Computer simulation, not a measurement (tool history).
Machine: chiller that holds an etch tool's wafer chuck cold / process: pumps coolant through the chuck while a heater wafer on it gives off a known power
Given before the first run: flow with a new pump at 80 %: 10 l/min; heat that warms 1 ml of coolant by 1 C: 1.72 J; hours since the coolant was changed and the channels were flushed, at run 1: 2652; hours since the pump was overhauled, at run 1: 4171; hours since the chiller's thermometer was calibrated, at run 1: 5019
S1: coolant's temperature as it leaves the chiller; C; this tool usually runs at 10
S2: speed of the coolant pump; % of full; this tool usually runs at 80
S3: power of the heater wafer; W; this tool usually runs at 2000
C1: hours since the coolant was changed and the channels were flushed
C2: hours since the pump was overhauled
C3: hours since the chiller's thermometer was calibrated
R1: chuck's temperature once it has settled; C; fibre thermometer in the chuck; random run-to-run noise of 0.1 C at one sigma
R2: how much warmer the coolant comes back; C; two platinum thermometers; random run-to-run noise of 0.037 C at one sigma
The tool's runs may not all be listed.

run 1 day=0.000 | S1=10 S2=80 S3=2000 | C1=2652 C2=4171 C3=5019 | R1=23.4 R2=6.93
run 2 day=2.629 | S1=10 S2=80 S3=1233 | C1=2715 C2=4234 C3=5082 | R1=18.2 R2=4.23
run 3 day=5.904 | S1=10 S2=80 S3=1233 | C1=2793 C2=4313 C3=5161 | R1=18.1 R2=4.30
run 4 day=8.346 | S1=10 S2=80 S3=1233 | C1=2852 C2=4371 C3=5219 | R1=18.1 R2=4.27
-- day=13.246 chiller's thermometer calibrated
run 5 day=13.529 | S1=10 S2=80 S3=1233 | C1=2975 C2=4495 C3=7 | R1=18.1 R2=4.25
run 6 day=18.496 | S1=10 S2=90 S3=1233 | C1=3095 C2=4614 C3=126 | R1=17.3 R2=3.70
run 7 day=23.467 | S1=10 S2=90 S3=1141 | C1=3214 C2=4733 C3=245 | R1=16.7 R2=3.46
run 8 day=27.529 | S1=10 S2=90 S3=1141 | C1=3311 C2=4831 C3=343 | R1=17.0 R2=3.43
run 9 day=32.138 | S1=10 S2=90 S3=1141 | C1=3422 C2=4941 C3=453 | R1=16.9 R2=3.42
run 10 day=37.033 | S1=10 S2=90 S3=1141 | C1=3540 C2=5059 C3=571 | R1=16.8 R2=3.37
run 11 day=40.600 | S1=6 S2=80 S3=2000 | C1=3625 C2=5145 C3=657 | R1=19.4 R2=6.83
run 12 day=45.208 | S1=8 S2=80 S3=2000 | C1=3736 C2=5255 C3=767 | R1=21.4 R2=6.82
run 13 day=49.662 | S1=8 S2=80 S3=2000 | C1=3843 C2=5362 C3=874 | R1=21.5 R2=6.84
-- day=50.967 coolant changed, channels flushed
run 14 day=52.304 | S1=8 S2=80 S3=2000 | C1=32 C2=5419 C3=931 | R1=21.2 R2=6.79
run 15 day=55.692 | S1=7 S2=80 S3=2000 | C1=113 C2=5501 C3=1013 | R1=20.3 R2=6.85
run 16 day=58.242 | S1=7 S2=79 S3=2000 | C1=175 C2=5562 C3=1074 | R1=20.4 R2=6.85
run 17 day=62.108 | S1=7 S2=79 S3=2000 | C1=267 C2=5655 C3=1167 | R1=20.4 R2=6.86
run 18 day=65.542 | S1=7 S2=79 S3=2000 | C1=350 C2=5737 C3=1249 | R1=20.4 R2=6.82
run 19 day=69.521 | S1=14 S2=61 S3=1125 | C1=445 C2=5833 C3=1345 | R1=23.5 R2=4.95
run 20 day=74.388 | S1=10 S2=98 S3=2000 | C1=562 C2=5949 C3=1461 | R1=21.1 R2=5.36
run 21 day=77.083 | S1=10 S2=88 S3=2469 | C1=627 C2=6014 C3=1526 | R1=25.0 R2=7.55
run 22 day=79.258 | S1=5 S2=78 S3=1655 | C1=679 C2=6066 C3=1578 | R1=16.2 R2=5.73
-- day=82.325 coolant pump overhauled
run 23 day=84.388 | S1=5 S2=62 S3=1173 | C1=797 C2=49 C3=1696 | R1=14.8 R2=5.13
run 24 day=86.642 | S1=5 S2=62 S3=1173 | C1=851 C2=104 C3=1750 | R1=14.8 R2=5.11
run 25 day=91.546 | S1=5 S2=62 S3=1173 | C1=969 C2=221 C3=1868 | R1=14.9 R2=5.06
run 26 day=96.083 | S1=6 S2=80 S3=2000 | C1=1078 C2=330 C3=1977 | R1=19.3 R2=6.65
run 27 day=100.046 | S1=10 S2=81 S3=2000 | C1=1173 C2=425 C3=2072 | R1=23.1 R2=6.53
run 28 day=104.250 | S1=10 S2=81 S3=2000 | C1=1274 C2=526 C3=2173 | R1=23.1 R2=6.54
run 29 day=109.038 | S1=13 S2=70 S3=1889 | C1=1389 C2=641 C3=2288 | R1=27.2 R2=7.23
run 30 day=112.854 | S1=13 S2=70 S3=1889 | C1=1480 C2=733 C3=2380 | R1=27.1 R2=7.28
run 31 day=116.692 | S1=13 S2=69 S3=1889 | C1=1572 C2=825 C3=2472 | R1=27.3 R2=7.32
run 32 day=120.504 | S1=13 S2=69 S3=1889 | C1=1664 C2=916 C3=2563 | R1=27.3 R2=7.37
run 33 day=123.871 | S1=0 S2=81 S3=1001 | C1=1745 C2=997 C3=2644 | R1=6.5 R2=3.04

Per-run results on a tool with no hidden state, each run keeping its own random variation:
Unlogged tool condition in this case: heat passed by the chuck's channels, % of clean ones'; flow at a given pump speed, % of a new pump's; coolant's true temperature over the reading, C; drift of the gauge itself on chuck_c, C; drift of the gauge itself on warmer_back_c, C.
run=1 R2=6.92
run=2 R2=4.24
run=3 R2=4.31
run=4 R2=4.29
run=5 R2=4.29
run=6 R2=3.75
run=7 R2=3.53
run=8 R2=3.51
run=9 R2=3.52
run=10 R2=3.49
run=11 R2=6.95
run=12 R2=6.95
run=13 R2=6.99
run=14 R2=6.95
run=15 R2=7.02
run=16 R2=7.02
run=17 R2=7.05
run=18 R2=7.02
run=19 R2=5.16
run=20 R2=5.59
run=21 R2=7.78
run=22 R2=5.98
run=23 R2=5.40
run=24 R2=5.39
run=25 R2=5.36
run=26 R2=6.96
run=27 R2=6.85
run=28 R2=6.87
run=29 R2=7.58
run=30 R2=7.64
run=31 R2=7.69
run=32 R2=7.75
run=33 R2=3.44
R1: differs from the measured result by no more than 0.1 C in any run.
